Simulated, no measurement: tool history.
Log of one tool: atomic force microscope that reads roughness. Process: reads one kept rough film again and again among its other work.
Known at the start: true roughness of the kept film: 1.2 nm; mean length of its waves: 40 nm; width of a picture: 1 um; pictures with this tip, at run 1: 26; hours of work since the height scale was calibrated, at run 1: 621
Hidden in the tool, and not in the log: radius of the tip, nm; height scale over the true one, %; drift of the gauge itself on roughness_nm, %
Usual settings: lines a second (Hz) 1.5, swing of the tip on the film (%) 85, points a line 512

| run | hour | lines a second (Hz) | swing of the tip on the film (%) | points a line | pictures with this tip | hours of work since the height scale was calibrated | roughness of the kept film (nm (root mean square)) |
|---|---|---|---|---|---|---|---|
| 1 | 0 | 1.5 | 85 | 512 | 26 | 621 | 0.953 |
| 2 | 41.6 | 1.5 | 85 | 512 | 78 | 641 | 0.922 |
| 3 | 86.8 | 1.5 | 85 | 512 | 135 | 662 | 0.891 |
|  | 103.8 | new tip fitted |
| 4 | 128.9 | 1.5 | 85 | 512 | 31 | 681 | 0.944 |
| 5 | 164.3 | 1.5 | 85 | 512 | 76 | 697 | 0.927 |
| 6 | 196.3 | 1.5 | 85 | 512 | 116 | 712 | 0.901 |
|  | 231 | new tip fitted |
| 7 | 244.9 | 1.5 | 76 | 512 | 18 | 735 | 1.008 |
| 8 | 272.9 | 1.5 | 76 | 512 | 53 | 748 | 1.001 |
| 9 | 321.9 | 1.5 | 76 | 512 | 115 | 770 | 0.97 |
| 10 | 346.2 | 1.5 | 76 | 512 | 145 | 782 | 0.964 |
|  | 357.3 | new tip fitted |
| 11 | 367.8 | 1.5 | 65 | 512 | 13 | 791 | 1.073 |
| 12 | 408.6 | 1.5 | 65 | 565 | 64 | 810 | 1.053 |
| 13 | 455.1 | 1.5 | 65 | 565 | 122 | 832 | 1.024 |
|  | 480.5 | new tip fitted |
| 14 | 493.1 | 1.5 | 63 | 690 | 16 | 849 | 1.075 |
| 15 | 523.5 | 1.26 | 85 | 758 | 54 | 863 | 0.959 |
| 16 | 562.5 | 0.9 | 58 | 615 | 103 | 881 | 1.081 |
| 17 | 602 | 0.63 | 78 | 766 | 153 | 900 | 1.028 |
|  | 604.9 | new tip fitted |
| 18 | 640.8 | 1.52 | 76 | 565 | 45 | 917 | 0.993 |
| 19 | 676.9 | 2.15 | 67 | 1002 | 90 | 934 | 0.993 |
| 20 | 699.6 | 0.79 | 73 | 841 | 119 | 945 | 1.037 |
|  | 727.7 | new tip fitted |
| 21 | 742.8 | 0.79 | 73 | 841 | 19 | 964 | 1.081 |
| 22 | 786.1 | 0.87 | 66 | 772 | 73 | 985 | 1.076 |
| 23 | 823.4 | 2.77 | 71 | 518 | 120 | 1002 | 0.916 |

Forecast each of these 3 alternatives for the next run:
|  | 854.2 | new tip fitted |
| A | 867.2 | 2.77 | 77 | 518 | 16 | 1022 | ? |
|  | 854.2 | new tip fitted |
| B | 867.2 | 1.5 | 79 | 512 | 16 | 1022 | ? |
|  | 854.2 | new tip fitted |
| C | 867.2 | 3.01 | 85 | 708 | 16 | 1022 | ? |

| run | roughness of the kept film (nm (root mean square)) |
|---|---|
| A | 0.904 |
| B | 0.992 |
| C | 0.801 |
Without the tool's hidden state the same runs would have given:
| run | roughness of the kept film (nm (root mean square)) |
|---|---|
| A | 0.921 |
| B | 1.011 |
| C | 0.816 |

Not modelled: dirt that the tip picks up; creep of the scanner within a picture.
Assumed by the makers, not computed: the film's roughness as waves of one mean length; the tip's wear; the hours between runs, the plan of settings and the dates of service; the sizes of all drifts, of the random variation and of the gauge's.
